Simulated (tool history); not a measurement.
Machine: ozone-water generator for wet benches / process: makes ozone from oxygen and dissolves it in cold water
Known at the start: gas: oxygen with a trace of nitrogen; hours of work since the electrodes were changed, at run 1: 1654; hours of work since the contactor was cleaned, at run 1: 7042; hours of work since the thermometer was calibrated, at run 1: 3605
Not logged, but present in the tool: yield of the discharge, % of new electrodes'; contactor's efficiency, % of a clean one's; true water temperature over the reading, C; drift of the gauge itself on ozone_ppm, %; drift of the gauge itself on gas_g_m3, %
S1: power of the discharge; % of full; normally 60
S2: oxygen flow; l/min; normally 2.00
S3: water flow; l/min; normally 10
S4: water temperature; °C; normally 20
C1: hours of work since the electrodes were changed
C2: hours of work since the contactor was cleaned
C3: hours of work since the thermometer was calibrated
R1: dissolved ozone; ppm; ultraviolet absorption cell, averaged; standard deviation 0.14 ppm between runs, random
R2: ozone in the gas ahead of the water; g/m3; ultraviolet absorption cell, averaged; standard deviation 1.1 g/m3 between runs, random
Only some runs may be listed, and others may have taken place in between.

run	hour	S1	S2	S3	S4	C1	C2	C3	R1	R2
1	0.0	60	2.00	10	20	1654	7042	3605	15.7	199.7
2	31.4	60	2.00	10	20	1677	7065	3629	15.9	199.3
3	96.9	60	2.65	10	20	1726	7114	3678	17.0	184.9
4	131.5	60	2.00	15	20	1752	7140	3703	11.6	202.0
5	159.6	74	2.00	10	20	1773	7161	3724	18.7	237.8
6	196.2	74	2.00	10	20	1800	7188	3752	18.7	236.6
7	241.4	74	2.00	10	20	1834	7222	3785	18.6	237.7
8	301.5	80	2.00	12	20	1878	7266	3830	17.0	253.7
9	344.2	60	3.24	11	20	1910	7298	3862	16.1	171.5
10	389.5	60	2.91	11	20	1944	7332	3896	16.3	176.0
11	433.7	60	2.91	11	20	1977	7365	3929	16.1	177.0

Branching from run 11: 3 alternative next runs. What would each branch give?
# hour 471.0: water thermometer calibrated
A	492.2	74	1.61	10	17	2020	7408	16	?	?
# hour 471.0: water thermometer calibrated
B	492.2	45	2.00	6	12	2020	7408	16	?	?
# hour 471.0: water thermometer calibrated
C	492.2	60	2.02	10	20	2020	7408	16	?	?

run	R1	R2
A	18.4	252.9
B	20.1	155.0
C	16.0	196.3
Had the tool no hidden state, the same runs would have come out as:
run	R1	R2
A	20.6	263.9
B	21.9	159.0
C	17.8	203.4
